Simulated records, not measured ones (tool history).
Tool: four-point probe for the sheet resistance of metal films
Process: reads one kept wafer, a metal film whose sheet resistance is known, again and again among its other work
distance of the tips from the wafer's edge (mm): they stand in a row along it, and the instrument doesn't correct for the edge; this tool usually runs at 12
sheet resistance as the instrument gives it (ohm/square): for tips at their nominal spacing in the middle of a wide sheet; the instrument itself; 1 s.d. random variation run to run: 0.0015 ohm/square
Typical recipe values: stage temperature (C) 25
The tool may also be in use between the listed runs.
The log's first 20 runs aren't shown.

run,hour,stage temperature (C),distance of the tips from the wafer's edge (mm),sheet resistance as the instrument gives it (ohm/square)
21,1074.4,25,12,7.308302
22,1153.6,25,12,7.308240
23,1198.6,24,41,7.285528
24,1240.7,24,15,7.302487
25,1307.8,26,11,7.314069
26,1345.0,18,12,7.321518
27,1393.0,28,11,7.311176
28,1426.5,29,6,7.383532
29,1495.3,29,6,7.388704
30,1550.7,29,3,7.691761
31,1621.6,29,3,7.691360
32,1665.0,28,3,7.692492
33,1723.0,24,70,7.291966
34,1779.5,25,5,7.444393
35,1825.3,25,5,7.444799
36,1889.3,25,5,7.447442
37,1945.9,25,5,7.448421
38,1998.6,25,5,7.449546
39,2038.3,25,18,7.305992
40,2102.8,25,22,7.300689
41,2153.6,26,45,7.295041
42,2215.7,26,45,7.294637
43,2273.8,18,9,7.355243
44,2311.0,31,52,7.288527

What if the next run were any one of these 5? Each begins from the tool's condition after run 44:
A,2384.1,32,9,?
B,2384.1,31,53,?
C,2384.1,22,12,?
D,2384.1,24,5,?
E,2384.1,31,47,?

run,sheet resistance as the instrument gives it (ohm/square)
A,7.332919
B,7.290417
C,7.327352
D,7.454655
E,7.290383
Without the tool's hidden state the same runs would have given:
run,sheet resistance as the instrument gives it (ohm/square)
A,7.293548
B,7.251251
C,7.287961
D,7.414641
E,7.251218
